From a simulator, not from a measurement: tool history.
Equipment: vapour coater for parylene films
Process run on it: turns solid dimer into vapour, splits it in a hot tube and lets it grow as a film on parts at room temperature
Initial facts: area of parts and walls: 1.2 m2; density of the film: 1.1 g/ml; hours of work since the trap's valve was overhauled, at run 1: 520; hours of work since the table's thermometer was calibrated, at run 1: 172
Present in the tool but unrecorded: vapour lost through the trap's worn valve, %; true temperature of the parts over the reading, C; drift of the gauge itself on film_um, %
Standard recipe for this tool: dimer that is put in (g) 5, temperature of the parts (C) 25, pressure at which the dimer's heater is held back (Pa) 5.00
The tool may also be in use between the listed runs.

run   hour  dimer that is put in (g)  temperature of the parts (C)  pressure at which the dimer's heater is held back (Pa)  hours of work since the trap's valve was overhauled  hours of work since the table's thermometer was calibrated  thickness of the film (um)
  1    0.0                         5                            25                                                    5.00                                                  520                                                         172                        2.07
  2   17.0                         5                            25                                                    5.00                                                  530                                                         182                        2.06
  3   36.9                         5                            25                                                    5.00                                                  542                                                         194                        2.07
  4   57.6                         5                            25                                                    5.00                                                  555                                                         207                        2.06
  5   78.4                         5                            25                                                    5.00                                                  568                                                         220                        2.06
  6   99.4                         5                            25                                                    5.00                                                  581                                                         233                        2.06
  7  109.9                         5                            25                                                    5.00                                                  587                                                         239                        2.06
  8  127.9                         5                            25                                                    5.00                                                  598                                                         250                        2.08
  9  148.4                         5                            25                                                    5.00                                                  611                                                         263                        2.04
 10  170.4                         5                            25                                                    5.00                                                  624                                                         276                        2.07
 11  183.9                         5                            25                                                    5.00                                                  633                                                         285                        2.05
 12  195.9                         5                            25                                                    5.00                                                  640                                                         292                        2.03
 13  205.5                         5                            25                                                    5.00                                                  646                                                         298                        2.04
 14  215.8                         5                            25                                                    5.00                                                  652                                                         304                        2.05
     232.1  -- trap's valve overhauled
 15  232.1                         5                            25                                                    5.00                                                    0                                                         312                        2.20
 16  250.7                         5                            25                                                    5.00                                                   11                                                         323                        2.22
 17  273.1                         5                            25                                                    7.69                                                   25                                                         337                        2.03
 18  290.5                         5                            25                                                    7.69                                                   36                                                         348                        2.03
 19  307.6                         5                            24                                                    5.00                                                   46                                                         358                        2.29
 20  322.8                         5                            24                                                    5.00                                                   56                                                         367                        2.32
 21  337.7                         5                            26                                                    5.00                                                   65                                                         377                        2.07
 22  349.7                         8                            26                                                   10.49                                                   72                                                         384                        2.86
 23  369.2                         8                            26                                                   10.49                                                   84                                                         396                        2.85
 24  378.7                         4                            21                                                    3.04                                                   90                                                         402                        2.32
 25  393.6                         8                            18                                                    5.00                                                   99                                                         411                        4.88
 26  405.9                         8                            18                                                    5.00                                                  107                                                         419                        4.87
 27  424.6                         5                            25                                                    7.27                                                  118                                                         430                        2.01
 28  437.4                         5                            25                                                    7.27                                                  126                                                         438                        2.00
 29  453.5                         9                            19                                                    2.07                                                  136                                                         448                        6.19
 30  463.2                         9                            32                                                    7.14                                                  142                                                         454                        2.60
 31  480.8                         6                            28                                                    6.93                                                  153                                                         465                        2.13
 32  498.9                         8                            28                                                    6.93                                                  164                                                         476                        2.80
 33  520.8                         9                            35                                                    6.93                                                  177                                                         489                        2.28
 34  534.3                         4                            21                                                    2.17                                                  186                                                         497                        2.47
 35  548.8                         3                            18                                                    2.17                                                  195                                                         506                        2.14
 36  561.8                         6                            21                                                    8.00                                                  203                                                         514                        2.85
 37  583.2                         9                            17                                                    3.00                                                  216                                                         527                        6.20
 38  596.2                         9                            17                                                    3.00                                                  224                                                         535                        6.22
 39  606.4                         3                            23                                                    5.32                                                  230                                                         542                        1.39
 40  627.8                         4                            24                                                    4.90                                                  243                                                         555                        1.79
 41  637.0                         4                            24                                                    3.63                                                  249                                                         560                        1.90

Some steps in thickness of the film (um) between neighbouring runs. How much of each would the tool show without its hidden state too (settings, what came in, random variation), and how much is left for the hidden state, with any gauge scatter that isn't in both results?
Run 14 -> 15: trap's valve overhauled. thickness of the film (um) +0.15: hidden state +0.16, all else -0.01.
Run 28 -> 29: dimer that is put in (g) 5 -> 9, temperature of the parts (C) 25 -> 19, pressure at which the dimer's heater is held back (Pa) 7.27 -> 2.07. thickness of the film (um) +4.19: hidden state -0.11, all else +4.30.
Run 29 -> 30: temperature of the parts (C) 19 -> 32, pressure at which the dimer's heater is held back (Pa) 2.07 -> 7.14. thickness of the film (um) -3.59: hidden state +0.09, all else -3.68.
Run 36 -> 37: dimer that is put in (g) 6 -> 9, temperature of the parts (C) 21 -> 17, pressure at which the dimer's heater is held back (Pa) 8.00 -> 3.00. thickness of the film (um) +3.35: hidden state -0.13, all else +3.48.
Run 38 -> 39: dimer that is put in (g) 9 -> 3, temperature of the parts (C) 17 -> 23, pressure at which the dimer's heater is held back (Pa) 3.00 -> 5.32. thickness of the film (um) -4.83: hidden state +0.18, all else -5.01.
